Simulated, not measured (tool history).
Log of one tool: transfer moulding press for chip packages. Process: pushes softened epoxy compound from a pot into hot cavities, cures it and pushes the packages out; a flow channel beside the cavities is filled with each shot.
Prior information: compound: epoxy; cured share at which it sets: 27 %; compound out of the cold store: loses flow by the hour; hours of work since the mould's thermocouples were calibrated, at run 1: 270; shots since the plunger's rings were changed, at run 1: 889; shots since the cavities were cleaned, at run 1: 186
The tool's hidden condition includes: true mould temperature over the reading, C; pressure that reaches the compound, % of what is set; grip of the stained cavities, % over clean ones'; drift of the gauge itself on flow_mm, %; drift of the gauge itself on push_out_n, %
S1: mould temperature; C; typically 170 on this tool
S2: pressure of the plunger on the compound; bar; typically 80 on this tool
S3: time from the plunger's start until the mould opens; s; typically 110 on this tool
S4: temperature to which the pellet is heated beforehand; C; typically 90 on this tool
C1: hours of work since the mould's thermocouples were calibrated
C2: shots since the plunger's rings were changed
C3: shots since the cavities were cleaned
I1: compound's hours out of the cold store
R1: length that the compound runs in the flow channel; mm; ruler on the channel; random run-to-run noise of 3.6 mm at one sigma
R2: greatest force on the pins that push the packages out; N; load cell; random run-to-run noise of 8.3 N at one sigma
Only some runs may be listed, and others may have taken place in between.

run    hour   S1    S2   S3  S4   C1    C2   C3    I1   R1   R2
  1       0  170    80  110  90  270   889  186  31.1  592  515
       40.2  -- cavities cleaned with cleaning compound and waxed
  2    65.7  170    80  110  90  308  1566  270  44.5  552  546
       99.3  -- cavities cleaned with cleaning compound and waxed
  3   110.8  170    80  110  90  334  2025  121  20.9  602  474
  4   148.6  170    80  110  90  356  2424  520  25.5  593  657
      156.5  -- cavities cleaned with cleaning compound and waxed
      166.9  -- mould's thermocouples calibrated
      214.8  -- cavities cleaned with cleaning compound and waxed
  5   226.9  170    80  110  90   35  3196  127  32.3  559  475
      269.8  -- cavities cleaned with cleaning compound and waxed
  6   293.8  170    80  110  90   73  3885  253  17.6  590  527
        328  -- cavities cleaned with cleaning compound and waxed
  7   366.6  170    80  110  90  115  4636  406  12.3  584  630
      388.2  -- cavities cleaned with cleaning compound and waxed
  8   436.9  170    80  110  90  156  5362  514  16.6  572  655
      444.4  -- cavities cleaned with cleaning compound and waxed
  9   480.3  170    80  110  90  181  5803  377  27.3  542  620
      489.9  -- plunger's sealing rings changed
      502.3  -- cavities cleaned with cleaning compound and waxed
      559.4  -- cavities cleaned with cleaning compound and waxed
 10   559.4  170    80  110  90  224   701    0  45.4  566  359
      616.2  -- cavities cleaned with cleaning compound and waxed
 11     630  170    80  110  90  265  1429  145  28.9  589  456
 12   662.9  170    80  110  90  284  1776  492  38.3  562  618
      674.2  -- cavities cleaned with cleaning compound and waxed
      731.9  -- cavities cleaned with cleaning compound and waxed
 13   736.1  170    80  110  90  326  2517   46  13.8  614  382
 14   775.3  170    80  104  90  349  2930  459  30.3  571  676
      789.7  -- cavities cleaned with cleaning compound and waxed
      808.9  -- mould's thermocouples calibrated
 15   818.5  163  66.6  104  83    6  3347  282    47  509  993
      850.2  -- cavities cleaned with cleaning compound and waxed
 16   861.7  170  83.1  110  87   30  3787  121  16.6  593  505
      908.2  -- cavities cleaned with cleaning compound and waxed
 17     910  170    80  110  89   58  4280   18  24.6  573  390
      966.2  -- cavities cleaned with cleaning compound and waxed
 18   977.5  170    80  110  89   97  4976  119  38.5  535  450
     1022.1  -- cavities cleaned with cleaning compound and waxed
 19  1025.1  168  74.9  110  89  124  5462   32  34.2  522  429
       1068  -- plunger's sealing rings changed
 20  1071.2  176    80  123  90  150    34  492  36.1  571  587
     1081.7  -- cavities cleaned with cleaning compound and waxed
 21  1119.7  176    80  123  90  178   528  400  47.1  544  555
     1136.7  -- cavities cleaned with cleaning compound and waxed
 22  1182.8  163  78.3  141  83  214  1178  486  13.4  656  673
     1193.3  -- cavities cleaned with cleaning compound and waxed
 23  1214.4  170  60.8  116  94  232  1495  222  45.8  478  520
     1248.6  -- cavities cleaned with cleaning compound and waxed
 24    1254  170  60.8  116  81  254  1897   57  16.6  536  421
 25  1298.9  172  92.3  104  90  281  2370  530  35.1  604  647
       1307  -- cavities cleaned with cleaning compound and waxed
 26    1356  172  92.3  104  90  314  2956  517  20.5  625  655

3 options for the next run, each taken on its own from the tool as it stands now. Forecast them:
     1362.9  -- cavities cleaned with cleaning compound and waxed
  A  1391.2  167  60.8   93  90  333  3311  298  24.5   ?   ?
     1362.9  -- cavities cleaned with cleaning compound and waxed
  B  1391.2  169  70.4  110  87  333  3311  298  15.4   ?   ?
     1362.9  -- cavities cleaned with cleaning compound and waxed
  C  1391.2  177    80  110  95  333  3311  298  43.5   ?   ?

run   R1   R2
  A  517  930
  B  560  610
  C  515  512
With the hidden condition removed and each run's random variation left untouched, the same runs would have given:
run   R1   R2
  A  552  596
  B  598  385
  C  549  320

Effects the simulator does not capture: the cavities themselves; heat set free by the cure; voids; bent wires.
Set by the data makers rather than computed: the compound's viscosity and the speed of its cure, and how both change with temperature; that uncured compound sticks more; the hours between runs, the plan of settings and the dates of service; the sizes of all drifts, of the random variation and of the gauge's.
